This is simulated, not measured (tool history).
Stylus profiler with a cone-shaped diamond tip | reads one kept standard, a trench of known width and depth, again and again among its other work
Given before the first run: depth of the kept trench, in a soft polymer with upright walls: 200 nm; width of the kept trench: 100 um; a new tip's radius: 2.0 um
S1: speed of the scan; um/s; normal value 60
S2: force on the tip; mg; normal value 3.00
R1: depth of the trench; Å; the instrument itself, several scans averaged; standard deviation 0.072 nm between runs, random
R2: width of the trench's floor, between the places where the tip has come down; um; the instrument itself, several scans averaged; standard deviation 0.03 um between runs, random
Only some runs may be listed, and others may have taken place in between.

run 1 hour=0.0 | S1=60 S2=3.00 | R1=2041.0 R2=97.72
run 2 hour=21.2 | S1=60 S2=3.00 | R1=2042.7 R2=97.67
run 3 hour=38.8 | S1=60 S2=3.00 | R1=2041.1 R2=97.67
run 4 hour=50.3 | S1=60 S2=1.02 | R1=2022.5 R2=97.46
run 5 hour=60.7 | S1=60 S2=1.02 | R1=2021.4 R2=97.44
run 6 hour=70.3 | S1=60 S2=1.02 | R1=2020.9 R2=97.49
run 7 hour=80.6 | S1=60 S2=1.02 | R1=2022.4 R2=97.45
run 8 hour=98.3 | S1=60 S2=3.00 | R1=2041.9 R2=97.64
run 9 hour=106.9 | S1=129 S2=3.00 | R1=2041.1 R2=97.36
run 10 hour=127.3 | S1=129 S2=3.00 | R1=2041.7 R2=97.29
run 11 hour=140.8 | S1=129 S2=3.00 | R1=2041.8 R2=97.32
run 12 hour=156.1 | S1=60 S2=3.00 | R1=2041.3 R2=97.63
run 13 hour=175.9 | S1=60 S2=3.00 | R1=2042.2 R2=97.73
run 14 hour=191.2 | S1=60 S2=8.37 | R1=2083.7 R2=97.76
run 15 hour=206.5 | S1=60 S2=8.37 | R1=2080.9 R2=97.71
run 16 hour=219.3 | S1=60 S2=1.59 | R1=2029.7 R2=97.58
run 17 hour=237.0 | S1=60 S2=3.00 | R1=2042.6 R2=97.65
run 18 hour=248.9 | S1=60 S2=3.64 | R1=2047.8 R2=97.69
run 19 hour=265.2 | S1=60 S2=3.00 | R1=2042.8 R2=97.59
run 20 hour=279.6 | S1=41 S2=3.00 | R1=2044.0 R2=97.69
run 21 hour=298.8 | S1=41 S2=3.00 | R1=2043.4 R2=97.69
run 22 hour=309.0 | S1=60 S2=3.00 | R1=2041.4 R2=97.60
run 23 hour=324.2 | S1=51 S2=3.00 | R1=2042.0 R2=97.65
run 24 hour=335.0 | S1=185 S2=3.29 | R1=2046.9 R2=97.06
run 25 hour=352.6 | S1=46 S2=8.38 | R1=2082.0 R2=97.76
run 26 hour=371.8 | S1=46 S2=8.38 | R1=2082.2 R2=97.80
run 27 hour=391.6 | S1=46 S2=8.38 | R1=2081.3 R2=97.77
run 28 hour=402.6 | S1=62 S2=3.24 | R1=2045.4 R2=97.58

Forecast run 29:
run 29 hour=411.2 | S1=62 S2=2.66 | R1=? R2=?

Run 29 measured R1 2040.9 Å, R2 97.61 um.
Were there no unlogged condition in the tool, this run, its random variation unchanged, would have produced R1 2036.8 Å, R2 97.97 um.
